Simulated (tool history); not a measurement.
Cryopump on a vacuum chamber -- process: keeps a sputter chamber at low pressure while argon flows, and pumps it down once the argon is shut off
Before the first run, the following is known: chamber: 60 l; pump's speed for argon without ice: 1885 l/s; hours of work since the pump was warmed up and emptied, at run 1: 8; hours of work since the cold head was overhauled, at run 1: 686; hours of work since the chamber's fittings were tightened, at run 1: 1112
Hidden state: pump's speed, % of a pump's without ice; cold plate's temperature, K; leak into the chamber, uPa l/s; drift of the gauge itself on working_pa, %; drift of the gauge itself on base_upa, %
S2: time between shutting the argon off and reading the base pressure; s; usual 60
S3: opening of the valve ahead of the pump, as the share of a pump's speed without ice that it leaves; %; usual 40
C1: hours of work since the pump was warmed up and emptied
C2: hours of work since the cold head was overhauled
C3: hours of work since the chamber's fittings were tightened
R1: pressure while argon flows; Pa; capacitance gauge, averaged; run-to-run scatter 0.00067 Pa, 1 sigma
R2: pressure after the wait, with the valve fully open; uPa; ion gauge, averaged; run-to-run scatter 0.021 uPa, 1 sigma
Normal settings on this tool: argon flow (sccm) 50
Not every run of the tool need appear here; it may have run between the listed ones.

{"run": 1, "day": 0.0, "argon flow (sccm)": 50, "S2": 60, "S3": 40, "C1": 8, "C2": 686, "C3": 1112, "R1": 0.1124, "R2": 1.5}
{"run": 2, "day": 2.529, "argon flow (sccm)": 50, "S2": 60, "S3": 40, "C1": 59, "C2": 738, "C3": 1163, "R1": 0.1144, "R2": 1.5}
{"run": 3, "day": 4.146, "argon flow (sccm)": 50, "S2": 60, "S3": 40, "C1": 93, "C2": 771, "C3": 1197, "R1": 0.114, "R2": 1.55}
{"run": 4, "day": 7.392, "argon flow (sccm)": 37, "S2": 60, "S3": 40, "C1": 159, "C2": 838, "C3": 1263, "R1": 0.0847, "R2": 1.68}
{"run": 5, "day": 10.529, "argon flow (sccm)": 37, "S2": 60, "S3": 40, "C1": 224, "C2": 902, "C3": 1328, "R1": 0.0865, "R2": 1.85}
{"run": 6, "day": 13.783, "argon flow (sccm)": 50, "S2": 60, "S3": 40, "C1": 290, "C2": 969, "C3": 1394, "R1": 0.1181, "R2": 1.91}
{"run": 7, "day": 17.483, "argon flow (sccm)": 50, "S2": 60, "S3": 40, "C1": 366, "C2": 1045, "C3": 1470, "R1": 0.1201, "R2": 2.01}
{"run": 8, "day": 21.204, "argon flow (sccm)": 50, "S2": 60, "S3": 40, "C1": 442, "C2": 1121, "C3": 1546, "R1": 0.1229, "R2": 2.04}
{"run": 9, "day": 23.504, "argon flow (sccm)": 50, "S2": 60, "S3": 40, "C1": 490, "C2": 1168, "C3": 1594, "R1": 0.1221, "R2": 2.27}
{"run": 10, "day": 25.688, "argon flow (sccm)": 50, "S2": 60, "S3": 40, "C1": 534, "C2": 1213, "C3": 1638, "R1": 0.1246, "R2": 2.26}
{"day": 28.317, "done": "pump warmed up, emptied and cooled again"}
{"run": 11, "day": 29.433, "argon flow (sccm)": 52, "S2": 60, "S3": 40, "C1": 23, "C2": 1286, "C3": 1711, "R1": 0.1187, "R2": 2.01}
{"run": 12, "day": 31.588, "argon flow (sccm)": 52, "S2": 60, "S3": 40, "C1": 67, "C2": 1330, "C3": 1755, "R1": 0.1177, "R2": 2.06}
{"run": 13, "day": 34.183, "argon flow (sccm)": 52, "S2": 60, "S3": 40, "C1": 120, "C2": 1383, "C3": 1808, "R1": 0.1192, "R2": 2.17}
{"run": 14, "day": 35.954, "argon flow (sccm)": 38, "S2": 28, "S3": 40, "C1": 157, "C2": 1419, "C3": 1845, "R1": 0.0887, "R2": 2.63}
{"run": 15, "day": 38.458, "argon flow (sccm)": 56, "S2": 27, "S3": 21, "C1": 208, "C2": 1471, "C3": 1896, "R1": 0.2438, "R2": 2.64}
{"run": 16, "day": 41.104, "argon flow (sccm)": 78, "S2": 89, "S3": 40, "C1": 262, "C2": 1525, "C3": 1950, "R1": 0.1837, "R2": 2.29}
{"run": 17, "day": 42.696, "argon flow (sccm)": 78, "S2": 89, "S3": 40, "C1": 295, "C2": 1558, "C3": 1983, "R1": 0.1836, "R2": 2.26}
{"run": 18, "day": 44.575, "argon flow (sccm)": 58, "S2": 89, "S3": 40, "C1": 333, "C2": 1596, "C3": 2021, "R1": 0.1388, "R2": 2.49}
{"run": 19, "day": 47.558, "argon flow (sccm)": 73, "S2": 60, "S3": 40, "C1": 395, "C2": 1657, "C3": 2083, "R1": 0.1752, "R2": 2.65}
{"run": 20, "day": 50.729, "argon flow (sccm)": 76, "S2": 60, "S3": 31, "C1": 460, "C2": 1722, "C3": 2148, "R1": 0.2335, "R2": 2.76}
{"run": 21, "day": 53.425, "argon flow (sccm)": 76, "S2": 25, "S3": 15, "C1": 515, "C2": 1778, "C3": 2203, "R1": 0.4742, "R2": 3.4}

Run 22 is up next; what results do you expect?
{"day": 54.088, "done": "leaking fittings of the chamber tightened, without venting"}
{"day": 56.879, "done": "pump warmed up, emptied and cooled again"}
{"run": 22, "day": 56.946, "argon flow (sccm)": 50, "S2": 44, "S3": 27, "C1": 1, "C2": 1844, "C3": 54, "R1": "?", "R2": "?"}

{"run 22": {"R1": 0.1667, "R2": 0.65}}
The same run, on a tool lacking any hidden state, would have yielded R1 0.1654 Pa, R2 0.59 uPa.

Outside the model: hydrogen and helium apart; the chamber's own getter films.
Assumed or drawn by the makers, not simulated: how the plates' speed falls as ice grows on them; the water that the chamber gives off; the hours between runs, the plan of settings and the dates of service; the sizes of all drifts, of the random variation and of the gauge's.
